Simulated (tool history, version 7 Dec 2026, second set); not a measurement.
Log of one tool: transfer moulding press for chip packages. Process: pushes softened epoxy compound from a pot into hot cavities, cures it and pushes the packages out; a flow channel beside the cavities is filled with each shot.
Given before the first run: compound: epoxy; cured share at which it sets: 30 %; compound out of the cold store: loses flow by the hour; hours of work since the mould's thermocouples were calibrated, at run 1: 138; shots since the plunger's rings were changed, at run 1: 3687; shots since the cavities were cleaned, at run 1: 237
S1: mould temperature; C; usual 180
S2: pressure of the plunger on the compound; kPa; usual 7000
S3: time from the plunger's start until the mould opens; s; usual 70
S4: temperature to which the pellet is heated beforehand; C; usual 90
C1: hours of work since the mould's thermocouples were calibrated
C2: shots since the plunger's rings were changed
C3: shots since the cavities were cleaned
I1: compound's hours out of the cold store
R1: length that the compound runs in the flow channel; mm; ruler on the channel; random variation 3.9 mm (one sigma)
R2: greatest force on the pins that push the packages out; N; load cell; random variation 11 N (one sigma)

run	hour	S1	S2	S3	S4	C1	C2	C3	I1	R1	R2
1	0.0	180	7000	70	90	138	3687	237	41.3	895	474
2	18.6	180	7000	70	90	150	3950	500	29.2	959	519
# hour 25.5: cavities cleaned with cleaning compound and waxed
# hour 33.1: plunger's sealing rings changed
3	41.5	180	7000	70	90	163	117	190	12.9	1045	504
4	57.4	180	7000	70	90	173	342	415	8.1	1070	524
# hour 70.4: cavities cleaned with cleaning compound and waxed
5	79.7	180	8710	70	90	186	635	131	36.3	1031	484
6	95.2	180	8710	70	90	196	854	350	37.3	1019	487
7	108.9	180	7000	70	90	205	1048	544	46.5	878	505
# hour 112.1: cavities cleaned with cleaning compound and waxed
8	123.7	180	7550	70	90	214	1235	163	11.5	1093	539
9	144.7	180	7550	70	90	228	1531	459	47.5	902	481
# hour 154.0: cavities cleaned with cleaning compound and waxed
10	163.8	180	7230	70	90	239	1780	138	38.8	925	508
11	189.3	180	7230	70	90	256	2140	498	35.4	949	505
# hour 195.4: cavities cleaned with cleaning compound and waxed
12	213.4	180	7230	70	92	270	2459	254	18.0	1032	506
# hour 236.5: cavities cleaned with cleaning compound and waxed
13	238.4	180	7000	70	91	286	2790	27	23.0	988	498
# hour 264.4: mould's thermocouples calibrated
14	264.4	180	7000	70	91	0	3129	366	28.6	962	493
# hour 279.1: cavities cleaned with cleaning compound and waxed
15	287.8	178	6060	80	94	14	3438	123	9.8	992	451
16	301.8	178	6060	80	94	23	3636	321	26.7	910	484
# hour 320.5: cavities cleaned with cleaning compound and waxed
17	327.2	178	6060	80	94	39	3974	96	33.3	876	478
# hour 338.7: plunger's sealing rings changed
18	352.6	181	6060	52	81	54	197	419	13.5	971	881
# hour 363.6: cavities cleaned with cleaning compound and waxed
19	366.2	187	7000	70	90	62	368	38	43.9	862	437
20	377.2	180	8370	70	90	69	523	193	30.9	1041	509
21	392.8	182	7150	63	96	79	742	412	17.7	1023	531
# hour 405.1: cavities cleaned with cleaning compound and waxed
22	417.8	182	7150	63	96	94	1074	179	13.8	1039	540
23	440.6	175	6030	63	96	109	1397	502	35.5	870	733
# hour 447.6: cavities cleaned with cleaning compound and waxed
24	463.7	175	6030	69	88	123	1701	227	44.6	838	622
25	486.4	180	8650	62	90	138	2021	547	11.2	1177	620
# hour 488.9: cavities cleaned with cleaning compound and waxed
26	512.0	182	6660	82	90	154	2362	326	15.9	1001	463
27	522.5	182	6660	107	98	160	2510	474	19.9	968	454

Consider 4 possible next runs. They are alternatives, not a sequence: every one starts from the tool as it was left by run 27. What does each give?
# hour 530.5: cavities cleaned with cleaning compound and waxed
A	544.0	180	7000	108	90	173	2791	190	44.8	?	?
# hour 530.5: cavities cleaned with cleaning compound and waxed
B	544.0	176	5440	70	90	173	2791	190	18.3	?	?
# hour 530.5: cavities cleaned with cleaning compound and waxed
C	544.0	180	7000	70	87	173	2791	190	38.4	?	?
# hour 530.5: cavities cleaned with cleaning compound and waxed
D	544.0	180	7000	68	90	173	2791	190	47.6	?	?

run	R1	R2
A	878	451
B	911	606
C	907	494
D	866	526
Take away the tool's hidden state, keep each run's random variation, and the runs would have read:
run	R1	R2
A	879	447
B	912	602
C	908	490
D	867	522

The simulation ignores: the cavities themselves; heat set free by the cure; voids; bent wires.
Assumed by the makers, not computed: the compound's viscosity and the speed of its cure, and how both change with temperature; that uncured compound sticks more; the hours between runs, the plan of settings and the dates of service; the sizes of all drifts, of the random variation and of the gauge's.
